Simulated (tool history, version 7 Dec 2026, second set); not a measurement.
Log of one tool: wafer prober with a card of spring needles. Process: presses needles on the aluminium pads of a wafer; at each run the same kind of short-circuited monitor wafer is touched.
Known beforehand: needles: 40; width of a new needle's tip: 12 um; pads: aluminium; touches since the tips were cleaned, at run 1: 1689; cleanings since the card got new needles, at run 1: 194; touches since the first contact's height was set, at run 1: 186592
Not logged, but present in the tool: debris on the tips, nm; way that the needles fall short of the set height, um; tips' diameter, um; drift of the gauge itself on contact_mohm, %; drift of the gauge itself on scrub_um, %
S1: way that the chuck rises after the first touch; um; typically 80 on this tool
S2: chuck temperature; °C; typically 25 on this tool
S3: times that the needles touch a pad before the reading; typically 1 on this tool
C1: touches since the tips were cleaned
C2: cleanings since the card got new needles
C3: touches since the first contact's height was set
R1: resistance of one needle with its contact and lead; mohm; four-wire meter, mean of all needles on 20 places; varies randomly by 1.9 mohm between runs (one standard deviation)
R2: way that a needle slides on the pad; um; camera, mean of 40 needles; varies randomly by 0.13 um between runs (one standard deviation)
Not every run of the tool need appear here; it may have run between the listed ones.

run    hour  S1   S2  S3    C1   C2      C3   R1     R2
  1       0  80   25   1  1689  194  186592  220  16.08
       10.5  -- tips cleaned on abrasive film
       27.6  -- tips cleaned on abrasive film
       34.8  -- height of the first contact set anew
       41.8  -- tips cleaned on abrasive film
  2    46.8  80   25   1  1674  197    3970  226  15.63
       57.3  -- tips cleaned on abrasive film
       74.5  -- tips cleaned on abrasive film
       88.4  -- tips cleaned on abrasive film
  3    90.5  80   25   1   680  200   18389  209  15.32
      104.4  -- tips cleaned on abrasive film
      118.3  -- tips cleaned on abrasive film
      135.5  -- tips cleaned on abrasive film
      149.4  -- tips cleaned on abrasive film
      165.9  -- tips cleaned on abrasive film
  4   165.9  80   25   1     0  205   43311  205  15.45
      179.8  -- tips cleaned on abrasive film
        187  -- height of the first contact set anew, once more
      197.2  -- tips cleaned on abrasive film
  5   205.6  80   25   1  2792  207    6131  224   16.9
      212.6  -- tips cleaned on abrasive film
      224.6  -- card fitted with new needles
      238.5  -- tips cleaned on abrasive film
      252.4  -- tips cleaned on abrasive film
      269.7  -- tips cleaned on abrasive film
      284.4  -- tips cleaned on abrasive film
  6   284.4  80   25   1     0    4   19756  200  16.74
      298.3  -- tips cleaned on abrasive film
      315.6  -- tips cleaned on abrasive film
        333  -- tips cleaned on abrasive film
  7   334.7  80   25   1   556    7   36382  206  16.41
      348.6  -- tips cleaned on abrasive film
      362.5  -- tips cleaned on abrasive film
      379.6  -- tips cleaned on abrasive film
      396.9  -- tips cleaned on abrasive film
      412.3  -- tips cleaned on abrasive film
  8   412.3  66   25   1     0   12   62040  204  13.54
      429.6  -- tips cleaned on abrasive film
      443.6  -- tips cleaned on abrasive film
      460.6  -- tips cleaned on abrasive film
      477.7  -- tips cleaned on abrasive film
  9   484.8  66   25   1  2367   16   86032  220  13.45
      491.8  -- tips cleaned on abrasive film
      505.7  -- tips cleaned on abrasive film
        523  -- tips cleaned on abrasive film
      540.3  -- tips cleaned on abrasive film
      557.7  -- tips cleaned on abrasive film
 10   563.2  66   25   1  1821   21  111922  219  13.42
      573.6  -- tips cleaned on abrasive film
      590.3  -- tips cleaned on abrasive film
      607.5  -- tips cleaned on abrasive film
      621.4  -- tips cleaned on abrasive film
 11   627.5  66   25   1  2039   25  133194  224  13.24
        638  -- tips cleaned on abrasive film
      651.9  -- tips cleaned on abrasive film
      668.9  -- tips cleaned on abrasive film
      685.8  -- tips cleaned on abrasive film
 12     697  66   25   1  3742   29  156177  229  13.21
      700.6  -- tips cleaned on abrasive film
      717.7  -- tips cleaned on abrasive film
      731.7  -- tips cleaned on abrasive film
      745.6  -- tips cleaned on abrasive film
      762.9  -- tips cleaned on abrasive film
 13     764  74   25   1   360   34  178288  203  14.76
      777.8  -- tips cleaned on abrasive film
      794.9  -- tips cleaned on abrasive film
      808.8  -- tips cleaned on abrasive film
 14   812.5  93   25   2  1216   37  194317  207  18.97
      826.2  -- tips cleaned on abrasive film
      826.5  -- height of the first contact set anew
      840.4  -- tips cleaned on abrasive film
      857.8  -- tips cleaned on abrasive film
      871.7  -- tips cleaned on abrasive film
      889.1  -- tips cleaned on abrasive film
 15   891.4  80   54   1   784   42   21456  211  16.56
      905.3  -- tips cleaned on abrasive film
      922.4  -- tips cleaned on abrasive film
 16   933.6  60   47   2  3731   44   35424  227  12.38
      937.2  -- tips cleaned on abrasive film
      951.1  -- tips cleaned on abrasive film
      968.4  -- tips cleaned on abrasive film
      982.4  -- tips cleaned on abrasive film
      999.4  -- tips cleaned on abrasive film
 17  1010.7  60   47   2  3763   49   60911  225  12.22
     1014.3  -- tips cleaned on abrasive film
     1028.2  -- tips cleaned on abrasive film
     1045.6  -- tips cleaned on abrasive film
     1059.5  -- tips cleaned on abrasive film
 18  1065.3  90   47   2  1946   53   78933  208  18.55
     1075.8  -- tips cleaned on abrasive film
     1093.1  -- tips cleaned on abrasive film
     1110.4  -- tips cleaned on abrasive film
     1124.3  -- tips cleaned on abrasive film
 19  1137.7  80   25   1  4471   57  102879  227   16.3
     1141.3  -- tips cleaned on abrasive film
     1155.2  -- tips cleaned on abrasive film
     1169.1  -- tips cleaned on abrasive film
     1186.4  -- tips cleaned on abrasive film
     1200.3  -- tips cleaned on abrasive film
 20    1209  82   56   1  2906   62  126423  224  16.54
       1216  -- tips cleaned on abrasive film
     1233.3  -- tips cleaned on abrasive film
     1247.8  -- tips cleaned on abrasive film
 21  1247.8  73   89   2     0   65  139221  217  14.82
     1265.1  -- tips cleaned on abrasive film
       1279  -- tips cleaned on abrasive film
     1296.4  -- tips cleaned on abrasive film
 22  1309.3  73   89   2  4280   68  159576  232  14.87
     1312.8  -- tips cleaned on abrasive film
     1330.2  -- tips cleaned on abrasive film
     1347.6  -- tips cleaned on abrasive film
     1361.5  -- tips cleaned on abrasive film
 23  1375.1  73   89   2  4522   72  181325  232  14.54
     1378.6  -- tips cleaned on abrasive film
     1392.5  -- tips cleaned on abrasive film
     1406.4  -- tips cleaned on abrasive film
 24    1410  73   89   2  1194   75  192856  222  14.41
     1420.5  -- tips cleaned on abrasive film
     1427.7  -- height of the first contact set anew
     1438.1  -- tips cleaned on abrasive film
     1455.3  -- tips cleaned on abrasive film
 25  1459.4  73   89   2  1360   78   10493  221  15.21
     1469.9  -- tips cleaned on abrasive film
     1483.8  -- tips cleaned on abrasive film
     1501.2  -- tips cleaned on abrasive film
     1518.2  -- tips cleaned on abrasive film
     1535.4  -- tips cleaned on abrasive film
 26  1536.5  68  109   2   386   83   35976  221  13.97

Predict each of these 3 candidate next runs independently; none follows another, all start after run 26:
     1550.1  -- tips cleaned on abrasive film
       1564  -- tips cleaned on abrasive film
     1580.5  -- tips cleaned on abrasive film
  A  1580.5  68   61   2   0  86  50499   ?   ?
     1550.1  -- tips cleaned on abrasive film
       1564  -- tips cleaned on abrasive film
     1580.5  -- tips cleaned on abrasive film
  B  1580.5  68  109   1   0  86  50499   ?   ?
     1550.1  -- tips cleaned on abrasive film
       1564  -- tips cleaned on abrasive film
     1580.5  -- tips cleaned on abrasive film
  C  1580.5  83   25   2   0  86  50499   ?   ?

run   R1     R2
  A  212  13.99
  B  221  14.15
  C  198  17.23
Had the tool no hidden state, the same runs would have come out as:
run   R1     R2
  A  210   14.2
  B  220  14.37
  C  198  17.44

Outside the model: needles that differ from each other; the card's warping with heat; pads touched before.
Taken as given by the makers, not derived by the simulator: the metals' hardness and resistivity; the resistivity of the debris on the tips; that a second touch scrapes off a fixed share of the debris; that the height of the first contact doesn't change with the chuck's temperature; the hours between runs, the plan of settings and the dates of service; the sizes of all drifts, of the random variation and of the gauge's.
